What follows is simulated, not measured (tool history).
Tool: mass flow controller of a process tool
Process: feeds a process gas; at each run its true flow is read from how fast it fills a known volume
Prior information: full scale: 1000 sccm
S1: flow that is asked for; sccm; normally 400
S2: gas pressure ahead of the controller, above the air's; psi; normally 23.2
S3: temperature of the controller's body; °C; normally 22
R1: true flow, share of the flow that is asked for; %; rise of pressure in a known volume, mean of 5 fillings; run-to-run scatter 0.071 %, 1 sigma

run 1 day=0 | S1=400 S2=23.2 S3=22 | R1=98.87
run 2 day=1.4 | S1=400 S2=23.2 S3=22 | R1=98.93
run 3 day=3.496 | S1=400 S2=36.1 S3=22 | R1=98.11
run 4 day=6.154 | S1=400 S2=20.7 S3=22 | R1=99.03
run 5 day=8.417 | S1=400 S2=23.2 S3=22 | R1=98.79
run 6 day=10.671 | S1=400 S2=23.2 S3=22 | R1=98.81
run 7 day=13.271 | S1=400 S2=23.2 S3=22 | R1=98.85
run 8 day=16.233 | S1=400 S2=23.2 S3=22 | R1=98.87
run 9 day=19.483 | S1=400 S2=23.2 S3=22 | R1=98.72
run 10 day=22.558 | S1=400 S2=23.2 S3=22 | R1=98.68
run 11 day=25.488 | S1=400 S2=23.2 S3=22 | R1=98.75
run 12 day=28.046 | S1=400 S2=23.2 S3=22 | R1=98.8
run 13 day=29.662 | S1=400 S2=23.2 S3=22 | R1=98.72
run 14 day=31.479 | S1=400 S2=23.2 S3=22 | R1=98.67
run 15 day=33.383 | S1=400 S2=23.2 S3=33 | R1=98.29
-- day=34.412 controller exchanged for a calibrated one
run 16 day=36.679 | S1=461 S2=29.7 S3=23 | R1=99.84
run 17 day=38.4 | S1=461 S2=29.7 S3=23 | R1=99.53
run 18 day=40.188 | S1=598 S2=40.6 S3=23 | R1=99.31
run 19 day=42 | S1=330 S2=40.6 S3=33 | R1=98.51

Predict each of these 5 candidate next runs independently; none follows another, all start after run 19:
run A day=44.221 | S1=290 S2=33.4 S3=20 | R1=?
run B day=44.221 | S1=110 S2=40.6 S3=25 | R1=?
run C day=44.221 | S1=345 S2=23.2 S3=20 | R1=?
run D day=44.221 | S1=249 S2=23.2 S3=21 | R1=?
run E day=44.221 | S1=400 S2=27.4 S3=22 | R1=?

run=A R1=99.41
run=B R1=98.42
run=C R1=100.01
run=D R1=99.74
run=E R1=99.71
The same runs, with their run-to-run variation unchanged, on a tool lacking any hidden condition would have given:
run=A R1=99.3
run=B R1=98.52
run=C R1=99.87
run=D R1=99.65
run=E R1=99.56
